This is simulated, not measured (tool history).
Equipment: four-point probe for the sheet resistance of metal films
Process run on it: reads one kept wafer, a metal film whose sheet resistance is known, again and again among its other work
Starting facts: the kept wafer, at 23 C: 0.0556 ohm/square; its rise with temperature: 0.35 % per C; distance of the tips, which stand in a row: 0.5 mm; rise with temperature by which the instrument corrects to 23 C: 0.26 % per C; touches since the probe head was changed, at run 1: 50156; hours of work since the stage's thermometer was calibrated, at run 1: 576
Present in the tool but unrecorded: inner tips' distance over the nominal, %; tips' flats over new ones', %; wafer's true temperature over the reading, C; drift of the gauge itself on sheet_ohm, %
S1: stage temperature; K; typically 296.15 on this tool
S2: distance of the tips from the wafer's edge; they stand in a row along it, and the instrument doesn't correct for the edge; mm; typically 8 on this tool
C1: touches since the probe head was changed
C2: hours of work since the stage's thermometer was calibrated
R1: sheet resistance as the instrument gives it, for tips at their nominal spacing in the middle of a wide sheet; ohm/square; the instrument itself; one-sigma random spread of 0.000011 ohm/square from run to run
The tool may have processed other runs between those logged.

run,hour,S1,S2,C1,C2,R1
1,0,296.15,8,50156,576,0.0559
2,75.8,296.15,8,51860,622,0.055895
3,159.1,296.15,8,53733,673,0.055894
4,251.5,296.15,8,55809,729,0.0559
5,297.3,302.15,8,56839,757,0.056177
6,341.9,296.15,8,57842,784,0.055882
7,392.5,296.15,8,58979,815,0.055906
8,480.1,296.15,8,60947,868,0.055895
9,543.8,296.15,8,62380,907,0.055901
10,604.5,296.15,20,63744,944,0.055804
11,658.6,307.15,20,64962,977,0.056314
12,714.4,307.15,20,66217,1011,0.056286
# hour 720.9: stage's thermometer calibrated
13,772.4,302.15,30,67508,31,0.056087
14,814.9,305.15,24,68463,57,0.056227
15,858.5,307.15,57,69444,84,0.056298
16,927.4,303.15,63,70992,126,0.056129
17,983.9,303.15,63,72263,160,0.056119
18,1054.4,296.15,34,73848,203,0.055799

3 ways to go on from here, each from the tool as it stands after run 18. What would each give?
A,1100.7,292.15,29,74888,231,?
B,1100.7,305.15,34,74888,231,?
C,1100.7,294.15,16,74888,231,?

run,R1
A,0.055619
B,0.056223
C,0.055712
Stripped of hidden state, with their random variation kept, the same runs would have yielded:
run,R1
A,0.055424
B,0.05603
C,0.055518

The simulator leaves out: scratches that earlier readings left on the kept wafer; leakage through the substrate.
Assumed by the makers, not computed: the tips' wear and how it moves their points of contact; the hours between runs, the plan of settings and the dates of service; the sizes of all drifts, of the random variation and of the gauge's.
